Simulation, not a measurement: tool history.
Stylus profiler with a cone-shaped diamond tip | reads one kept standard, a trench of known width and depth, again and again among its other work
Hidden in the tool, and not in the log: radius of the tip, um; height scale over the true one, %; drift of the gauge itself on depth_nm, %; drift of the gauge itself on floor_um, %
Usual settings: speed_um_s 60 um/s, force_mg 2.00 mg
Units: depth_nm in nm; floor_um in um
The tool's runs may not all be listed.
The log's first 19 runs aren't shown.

run	hour	speed_um_s	force_mg	scans with this tip	hours of work since the height scale was calibrated	depth_nm	floor_um
20	1202.6	18	2.00	8823	1746	1005.02	96.40
21	1256.9	60	4.17	9010	1783	1008.53	96.17
22	1303.2	61	2.00	9170	1815	1005.28	96.11
23	1374.5	61	4.15	9416	1864	1008.49	96.22
24	1458.1	61	4.22	9704	1921	1008.73	96.22
25	1531.2	42	1.18	9956	1971	1003.74	96.16
26	1594.4	31	0.84	10174	2014	1002.84	96.16
27	1638.8	29	0.97	10328	2044	1003.63	96.21
28	1702.7	59	0.78	10548	2088	1002.90	95.83
29	1765.3	19	5.84	10764	2130	1010.91	96.41
30	1807.7	35	1.12	10910	2159	1003.55	96.12
31	1902.6	227	0.75	11237	2224	1002.68	93.93
32	1955.3	227	0.75	11420	2260	1002.26	93.94
33	2034.8	112	0.75	11694	2315	1002.59	95.25
34	2105.2	112	0.75	11937	2363	1002.93	95.20

Forecast run 35:
# hour 2179.1: height scale calibrated on a step standard
35	2199.8	24	2.12	12261	14	?	?

{"run 35": {"depth_nm": 1005.65, "floor_um": 96.39}}
Without the tool's hidden state the same run would have given depth_nm 1005.65 nm, floor_um 96.41 um.
